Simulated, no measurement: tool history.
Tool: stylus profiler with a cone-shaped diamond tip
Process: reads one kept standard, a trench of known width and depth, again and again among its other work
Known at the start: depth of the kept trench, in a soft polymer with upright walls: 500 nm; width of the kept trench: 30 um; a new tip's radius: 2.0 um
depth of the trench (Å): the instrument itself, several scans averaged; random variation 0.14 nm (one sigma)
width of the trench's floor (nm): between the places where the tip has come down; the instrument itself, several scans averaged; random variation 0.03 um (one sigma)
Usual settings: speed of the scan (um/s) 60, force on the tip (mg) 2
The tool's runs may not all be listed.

run   hour  speed of the scan (um/s)  force on the tip (mg)  depth of the trench (Å)  width of the trench's floor (nm)
  1      0                        60                      2                   5067.7                             26970
  2   25.6                        60                      2                   5068.3                             26970
  3   40.9                        60                      2                   5065.9                             26980
  4   62.9                        60                      2                   5064.5                             26910
  5   87.1                        60                      2                   5069.9                             26910
  6  105.8                        60                   1.35                   5056.9                             26870
  7  126.9                        60                      2                   5067.3                             26970
  8  154.3                        60                      2                   5068.3                             26950
  9  171.8                        60                      2                   5072.3                             26900
 10  200.3                        60                      2                   5069.2                             26900
 11  222.9                        19                      2                   5070.5                             27060
 12  247.7                        60                      2                   5072.1                             26860
 13  276.8                        60                      2                   5073.8                             26850
 14    299                        60                      2                     5069                             26920
 15  327.2                        60                      2                   5072.4                             26940
 16  344.6                        60                      2                   5069.3                             26840
 17  368.9                        60                      2                   5071.2                             26880
 18  386.2                       110                      2                   5074.2                             26670
 19  401.1                       110                      2                   5075.6                             26670
 20  428.1                       110                      2                   5073.6                             26660
 21  443.4                       110                      2                   5074.9                             26620
 22  464.8                        22                      2                   5073.1                             27030
 23  480.2                        22                      2                   5073.6                             26990
 24  504.5                        22                      2                   5081.3                             26970
 25    527                        22                   1.49                   5071.9                             26990
 26    551                        22                   1.49                   5070.1                             27000
 27  576.1                        22                   1.49                   5071.8                             26920
 28  600.8                        88                   3.57                   5086.2                             26800
 29  631.8                        23                   0.99                   5037.4                             26910
 30  653.7                        32                   4.87                   5110.1                             26950
 31  668.1                        18                   2.96                   5077.5                             26950
 32  681.6                        23                   4.71                   5108.9                             26980
 33  712.9                        23                   4.71                   5108.8                             26950
 34  728.5                        19                   0.88                   5036.8                             26890
 35  746.9                       148                   1.19                     5045                             26180
 36    761                        63                   3.98                   5095.5                             26850
 37  777.8                        28                   2.13                   5063.6                             26880
 38    794                       131                   1.34                   5045.9                             26270
 39  814.2                        78                   0.87                   5038.7                             26510
 40  833.8                       198                   5.64                   5126.7                             26490
 41  856.5                       140                   1.49                   5049.6                             26330
 42  878.3                       140                   1.49                   5053.2                             26350
 43  903.9                        47                   3.71                   5094.2                             26800
 44  922.9                        47                   3.71                   5094.5                             26810
 45  946.6                       140                   0.97                   5043.3                             26110
 46  974.6                        16                   1.98                   5063.7                             26870

Not shown: 2 entries that the log had between the listed runs. Between which runs, and how does the tool's hidden state differ before and after?
Between runs 23 and 24: height scale calibrated on a step standard (hour 482.2)
  radius of the tip, um: 2.37 -> 2.38; height scale over the true one, %: 0.284 -> 0.426
  measured less the result without the state, depth of the trench (Å): +14.3 -> +21.6; width of the trench's floor (nm): -270 -> -270
Between runs 27 and 28: height scale calibrated on a step standard, once more (hour 599.4)
  radius of the tip, um: 2.41 -> 2.42; height scale over the true one, %: 0.444 -> 0.011
  measured less the result without the state, depth of the trench (Å): +22.4 -> +0.6; width of the trench's floor (nm): -290 -> -300
